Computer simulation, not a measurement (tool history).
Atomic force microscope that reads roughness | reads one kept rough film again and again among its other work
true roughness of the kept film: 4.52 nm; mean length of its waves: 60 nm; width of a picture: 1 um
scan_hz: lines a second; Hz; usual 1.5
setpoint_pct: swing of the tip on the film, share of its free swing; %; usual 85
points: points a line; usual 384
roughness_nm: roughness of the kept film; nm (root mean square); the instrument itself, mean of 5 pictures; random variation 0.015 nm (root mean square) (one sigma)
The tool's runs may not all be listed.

run 1 hour=0 | scan_hz=1.5 setpoint_pct=85 points=384 | roughness_nm=3.575
run 2 hour=21.7 | scan_hz=1.5 setpoint_pct=85 points=384 | roughness_nm=3.526
run 3 hour=60.4 | scan_hz=1.5 setpoint_pct=85 points=384 | roughness_nm=3.405
run 4 hour=88.1 | scan_hz=1.5 setpoint_pct=62 points=384 | roughness_nm=3.837
run 5 hour=117.5 | scan_hz=1.5 setpoint_pct=62 points=384 | roughness_nm=3.731
run 6 hour=147.3 | scan_hz=1.5 setpoint_pct=62 points=384 | roughness_nm=3.701
run 7 hour=181.5 | scan_hz=1.21 setpoint_pct=62 points=384 | roughness_nm=4.093
run 8 hour=197.8 | scan_hz=1.21 setpoint_pct=62 points=384 | roughness_nm=4.032
run 9 hour=231.4 | scan_hz=1.21 setpoint_pct=62 points=384 | roughness_nm=3.967
run 10 hour=253 | scan_hz=1.21 setpoint_pct=62 points=384 | roughness_nm=3.912
run 11 hour=273.7 | scan_hz=1.21 setpoint_pct=62 points=384 | roughness_nm=3.852
run 12 hour=312.3 | scan_hz=1.5 setpoint_pct=85 points=384 | roughness_nm=3.282
run 13 hour=333.4 | scan_hz=1.04 setpoint_pct=85 points=384 | roughness_nm=3.41
run 14 hour=370.4 | scan_hz=1.04 setpoint_pct=85 points=384 | roughness_nm=3.717
run 15 hour=389.7 | scan_hz=1.04 setpoint_pct=85 points=384 | roughness_nm=3.64
run 16 hour=424.6 | scan_hz=1.04 setpoint_pct=85 points=384 | roughness_nm=3.598
run 17 hour=460.2 | scan_hz=1.04 setpoint_pct=85 points=384 | roughness_nm=3.513
run 18 hour=488.4 | scan_hz=1.04 setpoint_pct=85 points=384 | roughness_nm=3.488
run 19 hour=521.1 | scan_hz=1.5 setpoint_pct=84 points=645 | roughness_nm=3.251
run 20 hour=549.3 | scan_hz=1.97 setpoint_pct=85 points=868 | roughness_nm=3.386
run 21 hour=574.2 | scan_hz=1.97 setpoint_pct=85 points=868 | roughness_nm=3.287
run 22 hour=592 | scan_hz=1.5 setpoint_pct=85 points=394 | roughness_nm=3.433
run 23 hour=609.7 | scan_hz=3.99 setpoint_pct=64 points=394 | roughness_nm=3.475
run 24 hour=645.2 | scan_hz=1.57 setpoint_pct=85 points=384 | roughness_nm=3.302
run 25 hour=678.8 | scan_hz=1.5 setpoint_pct=56 points=956 | roughness_nm=3.785
run 26 hour=698.6 | scan_hz=3.67 setpoint_pct=81 points=400 | roughness_nm=2.774
run 27 hour=717.6 | scan_hz=3.67 setpoint_pct=81 points=400 | roughness_nm=2.742
run 28 hour=753.2 | scan_hz=0.64 setpoint_pct=77 points=400 | roughness_nm=3.96
run 29 hour=778.3 | scan_hz=0.76 setpoint_pct=76 points=384 | roughness_nm=3.873
run 30 hour=805.1 | scan_hz=0.76 setpoint_pct=76 points=384 | roughness_nm=3.788
run 31 hour=836.6 | scan_hz=1.5 setpoint_pct=70 points=498 | roughness_nm=3.625
run 32 hour=870.7 | scan_hz=3.16 setpoint_pct=72 points=315 | roughness_nm=3.2
run 33 hour=897.2 | scan_hz=3.16 setpoint_pct=72 points=315 | roughness_nm=3.134
run 34 hour=920.8 | scan_hz=3.16 setpoint_pct=72 points=315 | roughness_nm=3.441
run 35 hour=958.5 | scan_hz=3.8 setpoint_pct=78 points=299 | roughness_nm=3.005
run 36 hour=984.1 | scan_hz=3.03 setpoint_pct=85 points=623 | roughness_nm=2.884

Taken out of this log: 5 entries between the listed runs. Where each belongs, and how the hidden state differs across it:
Between runs 6 and 7: new tip fitted (hour 181.5)
  radius of the tip, nm: 31.1 -> 10.5; height scale over the true one, %: -0.28 -> -0.3
  measured less the result without the state, roughness_nm: -0.381 -> -0.022 nm (root mean square)
Between runs 13 and 14: new tip fitted (hour 361.9)
  radius of the tip, nm: 32 -> 12.5; height scale over the true one, %: -0.38 -> -0.39
  measured less the result without the state, roughness_nm: -0.369 -> -0.058 nm (root mean square)
Between runs 19 and 20: new tip fitted (hour 542.5)
  radius of the tip, nm: 33.2 -> 11.4; height scale over the true one, %: -0.47 -> -0.48
  measured less the result without the state, roughness_nm: -0.371 -> -0.039 nm (root mean square)
Between runs 27 and 28: new tip fitted (hour 723.2)
  radius of the tip, nm: 34.3 -> 15; height scale over the true one, %: -0.57 -> -0.58
  measured less the result without the state, roughness_nm: -0.332 -> -0.118 nm (root mean square)
Between runs 33 and 34: new tip fitted (hour 903.4)
  radius of the tip, nm: 34.4 -> 13; height scale over the true one, %: -0.65 -> -0.67
  measured less the result without the state, roughness_nm: -0.386 -> -0.072 nm (root mean square)
